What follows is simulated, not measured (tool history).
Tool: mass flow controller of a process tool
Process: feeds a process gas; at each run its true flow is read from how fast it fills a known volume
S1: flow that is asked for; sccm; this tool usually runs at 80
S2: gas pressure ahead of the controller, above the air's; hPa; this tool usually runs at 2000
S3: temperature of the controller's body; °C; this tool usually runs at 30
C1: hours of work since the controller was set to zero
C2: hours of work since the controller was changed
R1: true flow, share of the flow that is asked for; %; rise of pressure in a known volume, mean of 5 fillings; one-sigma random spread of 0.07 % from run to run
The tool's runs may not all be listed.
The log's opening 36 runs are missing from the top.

run	hour	S1	S2	S3	C1	C2	R1
37	6269.5	140	2160	37	373	7687	100.48
# hour 6426.7: gauge calibrated
38	6442.5	80	1640	30	506	7820	98.86
39	6547.7	27	2030	30	587	7900	98.92
40	6725.1	48	2000	24	723	8037	99.7
41	6918.7	110	1500	24	871	8185	99.84
42	7153.6	74	1500	21	1051	8365	100.1
43	7275.4	74	1500	21	1145	8459	100.11
44	7398.8	52	2000	28	1240	8553	99.44
45	7533.3	52	1860	23	1343	8656	100.14
# hour 7775.4: controller exchanged for a calibrated one
46	7782.1	44	1860	23	5	5	100.09
47	7881.7	44	2310	23	82	82	100.39

Branching from run 47: 3 alternative next runs. What would each branch give?
A	8116.7	44	2310	37	262	262	?
B	8116.7	130	2790	30	262	262	?
C	8116.7	80	1430	36	262	262	?

run	R1
A	98.6
B	99.94
C	98.71
The same runs, with their run-to-run variation unchanged, on a tool lacking any hidden condition would have given:
run	R1
A	98.06
B	99.4
C	98.17

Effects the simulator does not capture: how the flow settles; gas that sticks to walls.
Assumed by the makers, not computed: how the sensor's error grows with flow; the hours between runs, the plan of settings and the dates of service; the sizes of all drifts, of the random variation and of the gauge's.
